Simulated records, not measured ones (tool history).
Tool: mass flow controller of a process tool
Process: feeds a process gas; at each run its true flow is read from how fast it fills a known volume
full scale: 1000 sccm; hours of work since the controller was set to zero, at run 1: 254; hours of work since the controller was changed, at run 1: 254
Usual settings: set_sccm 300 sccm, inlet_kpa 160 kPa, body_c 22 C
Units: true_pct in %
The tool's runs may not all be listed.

| run | day | set_sccm | inlet_kpa | body_c | hours of work since the controller was set to zero | hours of work since the controller was changed | true_pct |
|---|---|---|---|---|---|---|---|
| 1 | 0 | 300 | 160 | 22 | 254 | 254 | 98.06 |
| 2 | 8.779 | 300 | 160 | 22 | 329 | 329 | 98.16 |
| 3 | 15.45 | 300 | 160 | 22 | 385 | 385 | 98.28 |
| 4 | 24.962 | 300 | 160 | 22 | 466 | 466 | 98.22 |
| 5 | 38.821 | 300 | 160 | 22 | 584 | 584 | 98.25 |
| 6 | 52.671 | 300 | 160 | 22 | 702 | 702 | 98.37 |
| 7 | 67.962 | 300 | 160 | 24 | 831 | 831 | 98.52 |
| 8 | 75.646 | 300 | 160 | 24 | 897 | 897 | 98.6 |
| 9 | 90.296 | 300 | 160 | 24 | 1021 | 1021 | 98.6 |
| 10 | 105.408 | 300 | 234 | 24 | 1149 | 1149 | 98.85 |
| 11 | 119.712 | 300 | 160 | 38 | 1271 | 1271 | 99.57 |
| 12 | 134.979 | 300 | 160 | 22 | 1401 | 1401 | 98.61 |
| 13 | 148.554 | 300 | 160 | 22 | 1516 | 1516 | 98.66 |
| 14 | 156.708 | 300 | 160 | 22 | 1585 | 1585 | 98.75 |
| 15 | 168.608 | 300 | 192 | 22 | 1686 | 1686 | 98.8 |
| 16 | 182.433 | 300 | 192 | 22 | 1804 | 1804 | 98.91 |
| 17 | 194.258 | 300 | 192 | 22 | 1904 | 1904 | 98.98 |
| 18 | 202.054 | 300 | 192 | 22 | 1970 | 1970 | 98.69 |
| 19 | 211.938 | 300 | 160 | 22 | 2054 | 2054 | 98.88 |
| 20 | 221.321 | 194 | 160 | 22 | 2134 | 2134 | 99.34 |
| 21 | 232.838 | 194 | 160 | 22 | 2232 | 2232 | 99.39 |
| 22 | 247.25 | 194 | 160 | 22 | 2354 | 2354 | 99.41 |
| 23 | 256.879 | 300 | 160 | 22 | 2436 | 2436 | 99.01 |
| 24 | 266.562 | 300 | 160 | 22 | 2518 | 2518 | 99 |
| 25 | 277.017 | 139 | 173 | 22 | 2607 | 2607 | 100.52 |
| 26 | 284.838 | 110 | 173 | 22 | 2674 | 2674 | 101.34 |
| 27 | 293.958 | 300 | 160 | 21 | 2751 | 2751 | 98.99 |
| 28 | 303.225 | 506 | 169 | 37 | 2830 | 2830 | 100.13 |
| 29 | 313.667 | 300 | 260 | 22 | 2918 | 2918 | 99.5 |
| 30 | 320.225 | 300 | 260 | 22 | 2974 | 2974 | 99.52 |
| 31 | 334.154 | 386 | 247 | 24 | 3092 | 3092 | 99.49 |
| 32 | 348.054 | 571 | 151 | 22 | 3211 | 3211 | 99.21 |
| 33 | 358.35 | 300 | 158 | 24 | 3298 | 3298 | 99.6 |
| 34 | 370.738 | 987 | 160 | 22 | 3403 | 3403 | 99.97 |
| 35 | 379.162 | 987 | 160 | 22 | 3475 | 3475 | 99.91 |
| 36 | 389.146 | 987 | 160 | 22 | 3560 | 3560 | 99.98 |
| 37 | 404.521 | 877 | 160 | 22 | 3690 | 3690 | 99.7 |
| 38 | 416.904 | 175 | 157 | 38 | 3795 | 3795 | 101.88 |
| 39 | 430.212 | 175 | 157 | 38 | 3908 | 3908 | 102.08 |
| 40 | 436.558 | 396 | 250 | 24 | 3962 | 3962 | 99.66 |
| 41 | 450.733 | 300 | 160 | 36 | 4083 | 4083 | 100.68 |
| 42 | 462.788 | 690 | 240 | 20 | 4185 | 4185 | 99.6 |
| 43 | 477.429 | 690 | 168 | 21 | 4309 | 4309 | 99.49 |
| 44 | 486.338 | 690 | 201 | 21 | 4385 | 4385 | 99.57 |
| 45 | 494.262 | 483 | 160 | 31 | 4452 | 4452 | 100.04 |
| 46 | 500.512 | 483 | 160 | 31 | 4506 | 4506 | 100.08 |
| 47 | 507.621 | 140 | 160 | 22 | 4566 | 4566 | 102.67 |
| 48 | 517.312 | 140 | 154 | 35 | 4648 | 4648 | 103.53 |

4 ways to go on from here, each from the tool as it stands after run 48. What would each give?
| A | 529.783 | 310 | 160 | 35 | 4754 | 4754 | ? |
| B | 529.783 | 254 | 154 | 35 | 4754 | 4754 | ? |
| C | 529.783 | 380 | 154 | 35 | 4754 | 4754 | ? |
| D | 529.783 | 264 | 273 | 35 | 4754 | 4754 | ? |

| run | true_pct |
|---|---|
| A | 100.68 |
| B | 101.18 |
| C | 100.42 |
| D | 101.61 |
Without the tool's hidden state the same runs would have given:
| run | true_pct |
|---|---|
| A | 98.48 |
| B | 98.37 |
| C | 98.72 |
| D | 98.93 |
